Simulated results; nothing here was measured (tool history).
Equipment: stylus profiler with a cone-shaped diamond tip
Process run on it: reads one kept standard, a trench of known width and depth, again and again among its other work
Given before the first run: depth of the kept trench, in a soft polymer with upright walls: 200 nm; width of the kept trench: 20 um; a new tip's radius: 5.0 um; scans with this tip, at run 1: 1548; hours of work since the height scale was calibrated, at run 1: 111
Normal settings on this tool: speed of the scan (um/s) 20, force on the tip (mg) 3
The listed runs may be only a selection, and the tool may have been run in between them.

| run | day | speed of the scan (um/s) | force on the tip (mg) | scans with this tip | hours of work since the height scale was calibrated | depth of the trench (Å) | width of the trench's floor (um) |
|---|---|---|---|---|---|---|---|
| 1 | 0 | 20 | 3 | 1548 | 111 | 2028.1 | 17.11 |
| 2 | 0.704 | 6 | 3 | 1702 | 122 | 2027.3 | 17.2 |
| 3 | 1.475 | 20 | 3 | 1871 | 134 | 2028 | 17.12 |
| 4 | 1.892 | 35 | 3 | 1962 | 141 | 2029.1 | 17.01 |
| 5 | 2.729 | 35 | 3.47 | 2146 | 154 | 2029.7 | 17.01 |
| 6 | 3.533 | 35 | 4.24 | 2322 | 167 | 2037.9 | 17.03 |
| 7 | 4.362 | 35 | 4.24 | 2504 | 180 | 2034.6 | 17.01 |
| 8 | 5.062 | 35 | 4.24 | 2657 | 191 | 2034.2 | 17.01 |
| 9 | 5.779 | 35 | 4.24 | 2814 | 202 | 2035.1 | 16.96 |
| 10 | 6.583 | 20 | 4.05 | 2990 | 215 | 2035.4 | 17.06 |
| 11 | 7.4 | 20 | 4.05 | 3170 | 228 | 2034.8 | 17.04 |
| 12 | 7.992 | 22 | 2.02 | 3299 | 237 | 2019.5 | 16.99 |
| 13 | 8.529 | 10 | 2.02 | 3417 | 245 | 2022 | 17.03 |
| 14 | 9.433 | 10 | 2.02 | 3615 | 260 | 2019.6 | 17.07 |
| 15 | 10.196 | 18 | 2.02 | 3782 | 272 | 2019.9 | 16.97 |
| 16 | 10.938 | 18 | 2.02 | 3944 | 283 | 2019.6 | 16.96 |
| 17 | 11.308 | 26 | 1 | 4026 | 289 | 2012.2 | 16.85 |
| 18 | 11.925 | 17 | 2.02 | 4161 | 299 | 2019.9 | 17 |
| 19 | 12.704 | 17 | 2.02 | 4331 | 311 | 2019.2 | 16.96 |
| 20 | 13.433 | 16 | 7.58 | 4491 | 322 | 2053.3 | 17.05 |
| 21 | 14.279 | 14 | 5.87 | 4676 | 336 | 2044.1 | 17.02 |
| 22 | 14.95 | 8 | 1.75 | 4824 | 346 | 2017.6 | 17.01 |

Consider 3 possible next runs. They are alternatives, not a sequence: every one starts from the tool as it was left by run 22. What does each give?
| A | 15.396 | 52 | 3.56 | 4921 | 353 | ? | ? |
| B | 15.396 | 19 | 2.41 | 4921 | 353 | ? | ? |
| C | 15.396 | 60 | 8.93 | 4921 | 353 | ? | ? |

| run | depth of the trench (Å) | width of the trench's floor (um) |
|---|---|---|
| A | 2031.2 | 16.85 |
| B | 2019.3 | 16.94 |
| C | 2058.6 | 16.86 |
Had the tool no hidden state, the same runs would have come out as:
| run | depth of the trench (Å) | width of the trench's floor (um) |
|---|---|---|
| A | 2034.1 | 17 |
| B | 2022.2 | 17.09 |
| C | 2061.5 | 17.01 |

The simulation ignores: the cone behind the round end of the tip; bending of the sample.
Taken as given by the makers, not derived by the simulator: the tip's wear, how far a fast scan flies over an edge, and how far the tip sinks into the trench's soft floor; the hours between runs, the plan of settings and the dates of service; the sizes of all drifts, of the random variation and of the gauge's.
